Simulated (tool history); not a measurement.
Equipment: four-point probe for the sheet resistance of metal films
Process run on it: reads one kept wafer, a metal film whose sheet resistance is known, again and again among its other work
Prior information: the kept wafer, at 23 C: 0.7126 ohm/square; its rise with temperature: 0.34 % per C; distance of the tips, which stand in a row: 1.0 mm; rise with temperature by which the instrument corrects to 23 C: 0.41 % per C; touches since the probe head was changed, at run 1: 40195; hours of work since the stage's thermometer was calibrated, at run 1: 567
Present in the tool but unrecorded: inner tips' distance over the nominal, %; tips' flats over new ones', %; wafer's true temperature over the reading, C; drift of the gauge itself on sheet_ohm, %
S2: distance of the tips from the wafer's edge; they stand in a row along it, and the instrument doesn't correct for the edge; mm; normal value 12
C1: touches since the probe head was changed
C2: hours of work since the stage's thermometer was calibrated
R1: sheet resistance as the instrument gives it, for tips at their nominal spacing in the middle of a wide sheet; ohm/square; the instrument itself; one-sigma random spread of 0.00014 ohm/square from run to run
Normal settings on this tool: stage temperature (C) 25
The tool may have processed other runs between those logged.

Run 1, hour 0.0: usual settings; C1 40195; C2 567. Result: R1 0.713152 ohm/square.
Run 2, hour 38.4: usual settings; C1 41626; C2 583. Result: R1 0.713053 ohm/square.
Run 3, hour 89.7: usual settings; C1 43540; C2 605. Result: R1 0.713089 ohm/square.
Run 4, hour 126.2: usual settings; C1 44899; C2 621. Result: R1 0.712940 ohm/square.
Run 5, hour 177.3: usual settings but S2 37 mm; C1 46802; C2 643. Result: R1 0.710861 ohm/square.
Run 6, hour 209.6: usual settings but S2 37 mm; C1 48009; C2 656. Result: R1 0.710271 ohm/square.
Run 7, hour 257.4: usual settings; C1 49788; C2 677. Result: R1 0.712869 ohm/square.
Run 8, hour 305.1: usual settings; C1 51566; C2 697. Result: R1 0.712941 ohm/square.
Run 9, hour 350.2: usual settings; C1 53247; C2 716. Result: R1 0.712524 ohm/square.
Run 10, hour 395.6: usual settings; C1 54939; C2 736. Result: R1 0.712313 ohm/square.
Run 11, hour 446.9: usual settings; C1 56850; C2 757. Result: R1 0.712448 ohm/square.
Run 12, hour 480.9: usual settings; C1 58121; C2 772. Result: R1 0.712295 ohm/square.
Run 13, hour 523.7: usual settings; C1 59715; C2 790. Result: R1 0.712561 ohm/square.
Run 14, hour 572.9: usual settings; C1 61550; C2 811. Result: R1 0.712187 ohm/square.
Run 15, hour 600.0: usual settings; C1 62559; C2 823. Result: R1 0.712185 ohm/square.
Run 16, hour 659.7: usual settings; C1 64782; C2 848. Result: R1 0.712117 ohm/square.
Run 17, hour 690.8: usual settings; C1 65945; C2 861. Result: R1 0.712187 ohm/square.
Run 18, hour 741.9: usual settings; C1 67848; C2 883. Result: R1 0.712054 ohm/square.
Run 19, hour 787.1: usual settings; C1 69532; C2 902. Result: R1 0.712022 ohm/square.
Run 20, hour 846.4: usual settings; C1 71741; C2 928. Result: R1 0.712017 ohm/square.
Run 21, hour 881.0: usual settings; C1 73033; C2 942. Result: R1 0.711880 ohm/square.
Run 22, hour 930.4: usual settings; C1 74875; C2 964. Result: R1 0.711762 ohm/square.
Run 23, hour 980.3: usual settings but stage temperature (C) 29; C1 76734; C2 985. Result: R1 0.709773 ohm/square.
Run 24, hour 1026.5: usual settings but stage temperature (C) 29; C1 78454; C2 1004. Result: R1 0.709964 ohm/square.
Run 25, hour 1067.1: usual settings but stage temperature (C) 29; C1 79971; C2 1022. Result: R1 0.709624 ohm/square.
Run 26, hour 1100.5: usual settings but stage temperature (C) 29; C1 81213; C2 1036. Result: R1 0.709784 ohm/square.
Run 27, hour 1135.7: usual settings but stage temperature (C) 29; C1 82525; C2 1051. Result: R1 0.709523 ohm/square.
Run 28, hour 1183.7: usual settings but stage temperature (C) 27, S2 62 mm; C1 84314; C2 1071. Result: R1 0.707951 ohm/square.
Run 29, hour 1233.2: usual settings but stage temperature (C) 30; C1 86162; C2 1093. Result: R1 0.708716 ohm/square.
Run 30, hour 1274.2: usual settings but stage temperature (C) 28, S2 5 mm; C1 87690; C2 1110. Result: R1 0.722373 ohm/square.
Run 31, hour 1314.5: usual settings but stage temperature (C) 26, S2 11 mm; C1 89189; C2 1127. Result: R1 0.711064 ohm/square.
Run 32, hour 1345.4: usual settings but stage temperature (C) 24, S2 22 mm; C1 90342; C2 1140. Result: R1 0.709787 ohm/square.
Run 33, hour 1395.8: usual settings but stage temperature (C) 26, S2 4 mm; C1 92221; C2 1162. Result: R1 0.730638 ohm/square.
Run 34, hour 1451.1: usual settings but stage temperature (C) 26, S2 4 mm; C1 94283; C2 1185. Result: R1 0.730622 ohm/square.
Run 35, hour 1511.0: usual settings but stage temperature (C) 34, S2 44 mm; C1 96516; C2 1211. Result: R1 0.703931 ohm/square.
Run 36, hour 1537.3: usual settings but stage temperature (C) 34, S2 44 mm; C1 97497; C2 1222. Result: R1 0.704172 ohm/square.
Run 37, hour 1585.3: usual settings but stage temperature (C) 20, S2 10 mm; C1 99284; C2 1243. Result: R1 0.714459 ohm/square.
Run 38, hour 1646.2: usual settings but stage temperature (C) 20; C1 101553; C2 1269. Result: R1 0.713196 ohm/square.
Run 39, hour 1678.0: usual settings but stage temperature (C) 19, S2 3 mm; C1 102741; C2 1282. Result: R1 0.751133 ohm/square.
Run 40, hour 1709.9: usual settings but stage temperature (C) 19, S2 3 mm; C1 103930; C2 1296. Result: R1 0.750937 ohm/square.
Run 41, hour 1765.3: usual settings but stage temperature (C) 26; C1 105995; C2 1319. Result: R1 0.710139 ohm/square.
Run 42, hour 1819.8: usual settings but S2 55 mm; C1 108026; C2 1343. Result: R1 0.708098 ohm/square.
Run 43, hour 1851.1: usual settings but S2 55 mm; C1 109192; C2 1356. Result: R1 0.707992 ohm/square.
Run 44, hour 1881.3: usual settings but S2 55 mm; C1 110318; C2 1369. Result: R1 0.708091 ohm/square.
Run 45, hour 1919.4: usual settings but S2 55 mm; C1 111739; C2 1385. Result: R1 0.707805 ohm/square.

Below are 3 alternative next runs, each starting from the tool's condition after run 45. Predict each:
Run A, hour 1969.9: usual settings but stage temperature (C) 26, S2 17 mm; C1 113620; C2 1407. Result: R1 ?.
Run B, hour 1969.9: usual settings but stage temperature (C) 31, S2 55 mm; C1 113620; C2 1407. Result: R1 ?.
Run C, hour 1969.9: usual settings but S2 4 mm; C1 113620; C2 1407. Result: R1 ?.

run        R1
  A  0.708367
  B  0.704932
  C  0.730759
Without the tool's unlogged condition, the same runs would have read:
run        R1
  A  0.712338
  B  0.708894
  C  0.734843

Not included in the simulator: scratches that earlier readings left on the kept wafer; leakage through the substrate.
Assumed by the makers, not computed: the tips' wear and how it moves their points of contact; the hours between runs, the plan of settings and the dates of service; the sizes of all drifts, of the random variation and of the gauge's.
